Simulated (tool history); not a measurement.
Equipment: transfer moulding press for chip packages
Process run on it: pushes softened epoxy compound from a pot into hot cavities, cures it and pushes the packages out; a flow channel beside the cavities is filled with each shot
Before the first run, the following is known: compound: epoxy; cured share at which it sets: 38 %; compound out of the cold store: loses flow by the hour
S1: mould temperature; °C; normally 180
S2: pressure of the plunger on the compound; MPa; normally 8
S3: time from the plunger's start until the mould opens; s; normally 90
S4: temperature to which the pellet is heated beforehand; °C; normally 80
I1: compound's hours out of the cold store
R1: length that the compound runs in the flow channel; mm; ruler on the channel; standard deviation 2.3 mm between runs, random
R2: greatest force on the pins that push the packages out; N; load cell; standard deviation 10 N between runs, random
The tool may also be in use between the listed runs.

run 1 hour=0 | S1=180 S2=8 S3=90 S4=80 | I1=30.7 | R1=850 R2=497
run 2 hour=11.8 | S1=180 S2=8 S3=90 S4=80 | I1=12.6 | R1=886 R2=556
run 3 hour=32 | S1=180 S2=8 S3=90 S4=80 | I1=8.7 | R1=892 R2=627
-- hour=52.3 cavities cleaned with cleaning compound and waxed
run 4 hour=55.2 | S1=180 S2=8 S3=90 S4=80 | I1=30.4 | R1=842 R2=461
run 5 hour=74.5 | S1=180 S2=8.08 S3=90 S4=80 | I1=31.2 | R1=839 R2=583
run 6 hour=86.1 | S1=180 S2=8.08 S3=90 S4=80 | I1=20.1 | R1=863 R2=640
run 7 hour=104.6 | S1=180 S2=8.08 S3=90 S4=80 | I1=23.9 | R1=852 R2=679
-- hour=109.3 cavities cleaned with cleaning compound and waxed
-- hour=121.5 plunger's sealing rings changed
run 8 hour=129.5 | S1=180 S2=8.08 S3=90 S4=80 | I1=21.2 | R1=897 R2=538
run 9 hour=149.1 | S1=180 S2=8.08 S3=90 S4=80 | I1=8.4 | R1=925 R2=650
run 10 hour=160.2 | S1=180 S2=7.01 S3=90 S4=80 | I1=8.7 | R1=858 R2=703
-- hour=168.3 cavities cleaned with cleaning compound and waxed
run 11 hour=172.8 | S1=180 S2=7.01 S3=90 S4=80 | I1=40 | R1=794 R2=475
-- hour=176.5 mould's thermocouples calibrated
run 12 hour=185.3 | S1=180 S2=8 S3=90 S4=80 | I1=35.8 | R1=853 R2=517
run 13 hour=201.9 | S1=181 S2=8 S3=91 S4=80 | I1=35.2 | R1=847 R2=569
-- hour=218.2 mould's thermocouples calibrated, once more
run 14 hour=224.7 | S1=181 S2=8 S3=91 S4=80 | I1=27.7 | R1=867 R2=669
-- hour=229.1 cavities cleaned with cleaning compound and waxed
run 15 hour=238.6 | S1=181 S2=8 S3=91 S4=80 | I1=33.6 | R1=850 R2=487
run 16 hour=253 | S1=172 S2=8 S3=126 S4=80 | I1=13.6 | R1=913 R2=518
run 17 hour=268.6 | S1=186 S2=7.73 S3=85 S4=73 | I1=14.2 | R1=867 R2=562
-- hour=285.9 cavities cleaned with cleaning compound and waxed
run 18 hour=292.1 | S1=180 S2=8 S3=108 S4=80 | I1=23.2 | R1=869 R2=403
run 19 hour=307.9 | S1=184 S2=6.6 S3=93 S4=77 | I1=42.8 | R1=743 R2=485
run 20 hour=319.1 | S1=175 S2=9.1 S3=100 S4=85 | I1=10.1 | R1=960 R2=731
run 21 hour=337.1 | S1=175 S2=9.1 S3=100 S4=85 | I1=12.3 | R1=953 R2=801
-- hour=341.7 cavities cleaned with cleaning compound and waxed
run 22 hour=348.2 | S1=175 S2=9.1 S3=100 S4=85 | I1=22.2 | R1=929 R2=522
run 23 hour=368.7 | S1=187 S2=8.21 S3=108 S4=74 | I1=10.6 | R1=889 R2=403
run 24 hour=379.1 | S1=187 S2=8.21 S3=108 S4=74 | I1=23.5 | R1=854 R2=452

Here are 5 independent what-if runs from the current tool condition. What would each one return?
run A hour=389.3 | S1=187 S2=7.62 S3=90 S4=80 | I1=45.2 | R1=? R2=?
run B hour=389.3 | S1=187 S2=8.21 S3=93 S4=74 | I1=18 | R1=? R2=?
run C hour=389.3 | S1=187 S2=8.21 S3=112 S4=74 | I1=24 | R1=? R2=?
run D hour=389.3 | S1=173 S2=8.21 S3=108 S4=70 | I1=47.5 | R1=? R2=?
run E hour=389.3 | S1=180 S2=8.36 S3=77 S4=80 | I1=18.7 | R1=? R2=?

run=A R1=783 R2=521
run=B R1=863 R2=511
run=C R1=850 R2=468
run=D R1=829 R2=678
run=E R1=881 R2=1036
Without the tool's hidden state the same runs would have given:
run=A R1=819 R2=356
run=B R1=903 R2=350
run=C R1=890 R2=322
run=D R1=868 R2=463
run=E R1=923 R2=708
